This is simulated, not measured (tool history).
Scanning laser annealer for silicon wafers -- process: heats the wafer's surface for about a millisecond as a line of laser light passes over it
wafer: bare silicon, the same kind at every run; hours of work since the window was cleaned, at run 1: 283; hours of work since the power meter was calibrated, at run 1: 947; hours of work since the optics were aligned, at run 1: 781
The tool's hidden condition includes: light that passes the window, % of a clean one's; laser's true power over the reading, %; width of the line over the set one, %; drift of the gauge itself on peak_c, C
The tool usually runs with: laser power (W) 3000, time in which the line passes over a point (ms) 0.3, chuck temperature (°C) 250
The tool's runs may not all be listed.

run	day	laser power (W)	time in which the line passes over a point (ms)	chuck temperature (°C)	hours of work since the window was cleaned	hours of work since the power meter was calibrated	hours of work since the optics were aligned	highest temperature of the surface (°C)
1	0	3000	0.3	250	283	947	781	932
2	0.588	3000	0.3	250	293	958	792	934
3	1.654	3000	0.3	250	313	978	812	934
4	2.412	3000	0.3	250	327	992	826	932
5	3.225	3000	0.3	250	343	1008	841	933
6	3.929	3000	0.214	250	356	1021	855	813
7	4.808	3000	0.299	250	372	1037	871	929
8	5.438	3000	0.3	221	384	1049	883	901
9	6.217	3000	0.3	250	398	1063	897	928
10	7.242	3000	0.3	250	417	1082	916	932
11	8.238	3000	0.3	250	436	1101	935	930
12	9.479	3000	0.3	250	459	1124	958	928
13	10.479	3000	0.3	250	478	1143	977	928
14	11.321	3000	0.3	211	493	1158	992	886
15	12.146	3000	0.3	211	509	1174	1008	892
16	12.854	3144	0.3	250	522	1187	1021	966
17	14.138	3144	0.3	250	546	1211	1045	961
18	15.212	3144	0.3	259	566	1231	1065	970
19	16.225	3144	0.3	259	585	1250	1084	970
20	16.904	3144	0.3	259	597	1262	1096	971
21	18.017	2621	0.3	222	618	1283	1117	805
22	18.638	3111	0.325	250	630	1295	1128	983
23	19.379	3299	0.242	242	643	1308	1142	902
24	20.262	3299	0.242	242	660	1325	1159	903

Run 25 is up next; what results do you expect?
25	20.808	3000	0.3	279	670	1335	1169	?

Run 25 came out at highest temperature of the surface (°C) 952.
On a tool with no hidden condition, and with the same random variation, this run would have come out at highest temperature of the surface (°C) 983.

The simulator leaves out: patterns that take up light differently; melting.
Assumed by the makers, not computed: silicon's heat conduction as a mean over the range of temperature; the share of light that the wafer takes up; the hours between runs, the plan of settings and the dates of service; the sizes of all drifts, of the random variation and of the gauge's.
